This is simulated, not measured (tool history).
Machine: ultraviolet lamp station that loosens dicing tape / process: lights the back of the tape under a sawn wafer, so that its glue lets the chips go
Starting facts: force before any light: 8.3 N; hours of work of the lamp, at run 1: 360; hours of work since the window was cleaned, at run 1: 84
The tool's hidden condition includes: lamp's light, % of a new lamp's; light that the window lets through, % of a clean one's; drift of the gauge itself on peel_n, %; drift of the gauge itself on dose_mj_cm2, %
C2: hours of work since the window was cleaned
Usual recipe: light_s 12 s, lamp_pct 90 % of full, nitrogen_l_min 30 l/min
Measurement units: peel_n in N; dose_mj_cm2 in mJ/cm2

Run 1, hour 0.0: usual settings; hours of work of the lamp 360; C2 84. Result: peel_n 0.268 N, dose_mj_cm2 260 mJ/cm2.
Run 2, hour 13.8: usual settings but lamp_pct 62 % of full; hours of work of the lamp 367; C2 91. Result: peel_n 0.745 N, dose_mj_cm2 180 mJ/cm2.
Run 3, hour 21.3: usual settings but light_s 8 s; hours of work of the lamp 371; C2 95. Result: peel_n 0.838 N, dose_mj_cm2 166 mJ/cm2.
Run 4, hour 34.6: usual settings but nitrogen_l_min 21 l/min; hours of work of the lamp 377; C2 101. Result: peel_n 0.424 N, dose_mj_cm2 253 mJ/cm2.
Run 5, hour 45.1: usual settings; hours of work of the lamp 383; C2 106. Result: peel_n 0.275 N, dose_mj_cm2 255 mJ/cm2.
Run 6, hour 57.1: usual settings; hours of work of the lamp 388; C2 112. Result: peel_n 0.290 N, dose_mj_cm2 256 mJ/cm2.
Run 7, hour 73.3: usual settings; hours of work of the lamp 396; C2 120. Result: peel_n 0.279 N, dose_mj_cm2 259 mJ/cm2.
Run 8, hour 85.9: usual settings but light_s 16 s; hours of work of the lamp 403; C2 126. Result: peel_n 0.128 N, dose_mj_cm2 335 mJ/cm2.
Run 9, hour 97.4: usual settings but light_s 16 s; hours of work of the lamp 408; C2 132. Result: peel_n 0.122 N, dose_mj_cm2 341 mJ/cm2.
Run 10, hour 109.7: usual settings but light_s 16 s; hours of work of the lamp 414; C2 138. Result: peel_n 0.132 N, dose_mj_cm2 340 mJ/cm2.
Run 11, hour 127.1: usual settings but light_s 16 s; hours of work of the lamp 423; C2 147. Result: peel_n 0.135 N, dose_mj_cm2 339 mJ/cm2.
At hour 128.9: window cleaned of glue's vapour.
Run 12, hour 139.3: usual settings but lamp_pct 63 % of full; hours of work of the lamp 429; C2 5. Result: peel_n 0.738 N, dose_mj_cm2 176 mJ/cm2.
Run 13, hour 152.5: usual settings but lamp_pct 63 % of full; hours of work of the lamp 435; C2 12. Result: peel_n 0.747 N, dose_mj_cm2 178 mJ/cm2.
Run 14, hour 161.2: usual settings but nitrogen_l_min 11 l/min; hours of work of the lamp 439; C2 16. Result: peel_n 0.834 N, dose_mj_cm2 251 mJ/cm2.
Run 15, hour 177.6: usual settings but nitrogen_l_min 11 l/min; hours of work of the lamp 447; C2 24. Result: peel_n 0.832 N, dose_mj_cm2 246 mJ/cm2.
Run 16, hour 187.5: usual settings but nitrogen_l_min 11 l/min; hours of work of the lamp 452; C2 29. Result: peel_n 0.837 N, dose_mj_cm2 250 mJ/cm2.
Run 17, hour 195.8: usual settings but nitrogen_l_min 11 l/min; hours of work of the lamp 456; C2 33. Result: peel_n 0.864 N, dose_mj_cm2 252 mJ/cm2.
Run 18, hour 207.7: usual settings but nitrogen_l_min 11 l/min; hours of work of the lamp 462; C2 39. Result: peel_n 0.860 N, dose_mj_cm2 248 mJ/cm2.
At hour 209.9: window cleaned of glue's vapour, once more.
Run 19, hour 224.6: usual settings but nitrogen_l_min 11 l/min; hours of work of the lamp 470; C2 7. Result: peel_n 0.803 N, dose_mj_cm2 255 mJ/cm2.

The next listed run, before its measurement:
Run 20, hour 233.5: usual settings but light_s 14 s, lamp_pct 65 % of full, nitrogen_l_min 11 l/min; hours of work of the lamp 475; C2 12. Result: peel_n ?, dose_mj_cm2 ?.

Logged for run 20: peel_n 1.194 N, dose_mj_cm2 211 mJ/cm2.
If the tool had no hidden condition, the same run with the same run-to-run variation would have returned peel_n 1.038 N, dose_mj_cm2 227 mJ/cm2.
